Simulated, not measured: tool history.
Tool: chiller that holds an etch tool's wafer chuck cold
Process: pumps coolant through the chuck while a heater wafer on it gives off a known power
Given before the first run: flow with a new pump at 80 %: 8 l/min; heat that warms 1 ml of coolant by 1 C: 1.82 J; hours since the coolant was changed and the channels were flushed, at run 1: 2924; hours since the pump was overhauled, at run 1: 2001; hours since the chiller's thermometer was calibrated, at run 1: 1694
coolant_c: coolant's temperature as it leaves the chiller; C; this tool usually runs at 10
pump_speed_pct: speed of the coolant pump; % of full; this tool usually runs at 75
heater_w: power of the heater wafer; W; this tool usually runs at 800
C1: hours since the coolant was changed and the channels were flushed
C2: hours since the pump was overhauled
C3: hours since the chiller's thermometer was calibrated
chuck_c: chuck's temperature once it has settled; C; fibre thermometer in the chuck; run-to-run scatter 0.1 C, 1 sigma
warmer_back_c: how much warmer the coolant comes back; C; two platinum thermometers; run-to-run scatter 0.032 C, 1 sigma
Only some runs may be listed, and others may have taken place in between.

{"run": 1, "day": 0.0, "coolant_c": 10, "pump_speed_pct": 75, "heater_w": 800, "C1": 2924, "C2": 2001, "C3": 1694, "chuck_c": 16.8, "warmer_back_c": 3.52}
{"run": 2, "day": 3.275, "coolant_c": 10, "pump_speed_pct": 75, "heater_w": 800, "C1": 3002, "C2": 2080, "C3": 1772, "chuck_c": 17, "warmer_back_c": 3.47}
{"run": 3, "day": 6.021, "coolant_c": 10, "pump_speed_pct": 75, "heater_w": 800, "C1": 3068, "C2": 2146, "C3": 1838, "chuck_c": 17.2, "warmer_back_c": 3.53}
{"run": 4, "day": 8.5, "coolant_c": 10, "pump_speed_pct": 95, "heater_w": 800, "C1": 3128, "C2": 2205, "C3": 1898, "chuck_c": 15.8, "warmer_back_c": 2.79}
{"run": 5, "day": 10.55, "coolant_c": 10, "pump_speed_pct": 95, "heater_w": 800, "C1": 3177, "C2": 2255, "C3": 1947, "chuck_c": 15.8, "warmer_back_c": 2.79}
{"run": 6, "day": 14.925, "coolant_c": 10, "pump_speed_pct": 97, "heater_w": 560, "C1": 3282, "C2": 2360, "C3": 2052, "chuck_c": 13.9, "warmer_back_c": 1.88}
{"day": 18.529, "done": "coolant changed, channels flushed"}
{"run": 7, "day": 18.529, "coolant_c": 10, "pump_speed_pct": 97, "heater_w": 560, "C1": 0, "C2": 2440, "C3": 2133, "chuck_c": 13.9, "warmer_back_c": 1.85}
{"run": 8, "day": 23.0, "coolant_c": 17, "pump_speed_pct": 65, "heater_w": 685, "C1": 107, "C2": 2547, "C3": 2240, "chuck_c": 23.7, "warmer_back_c": 3.37}
{"run": 9, "day": 27.679, "coolant_c": 9, "pump_speed_pct": 89, "heater_w": 822, "C1": 220, "C2": 2660, "C3": 2352, "chuck_c": 15.1, "warmer_back_c": 3.06}
{"run": 10, "day": 32.0, "coolant_c": 9, "pump_speed_pct": 89, "heater_w": 822, "C1": 323, "C2": 2763, "C3": 2456, "chuck_c": 15.2, "warmer_back_c": 2.98}

5 options for the next run, each taken on its own from the tool as it stands now. Forecast them:
{"run": "A", "day": 36.717, "coolant_c": 16, "pump_speed_pct": 89, "heater_w": 822, "C1": 437, "C2": 2877, "C3": 2569, "chuck_c": "?", "warmer_back_c": "?"}
{"run": "B", "day": 36.717, "coolant_c": 1, "pump_speed_pct": 74, "heater_w": 822, "C1": 437, "C2": 2877, "C3": 2569, "chuck_c": "?", "warmer_back_c": "?"}
{"run": "C", "day": 36.717, "coolant_c": 9, "pump_speed_pct": 75, "heater_w": 490, "C1": 437, "C2": 2877, "C3": 2569, "chuck_c": "?", "warmer_back_c": "?"}
{"run": "D", "day": 36.717, "coolant_c": 9, "pump_speed_pct": 89, "heater_w": 795, "C1": 437, "C2": 2877, "C3": 2569, "chuck_c": "?", "warmer_back_c": "?"}
{"run": "E", "day": 36.717, "coolant_c": 9, "pump_speed_pct": 86, "heater_w": 800, "C1": 437, "C2": 2877, "C3": 2569, "chuck_c": "?", "warmer_back_c": "?"}

run=A chuck_c=22.2 warmer_back_c=2.95
run=B chuck_c=8.3 warmer_back_c=3.56
run=C chuck_c=13.2 warmer_back_c=2.11
run=D chuck_c=15.1 warmer_back_c=2.92
run=E chuck_c=15.2 warmer_back_c=3.01
Had the tool no hidden state, the same runs would have come out as:
run=A chuck_c=22.2 warmer_back_c=3.02
run=B chuck_c=8.3 warmer_back_c=3.63
run=C chuck_c=13.2 warmer_back_c=2.18
run=D chuck_c=15 warmer_back_c=2.98
run=E chuck_c=15.2 warmer_back_c=3.08

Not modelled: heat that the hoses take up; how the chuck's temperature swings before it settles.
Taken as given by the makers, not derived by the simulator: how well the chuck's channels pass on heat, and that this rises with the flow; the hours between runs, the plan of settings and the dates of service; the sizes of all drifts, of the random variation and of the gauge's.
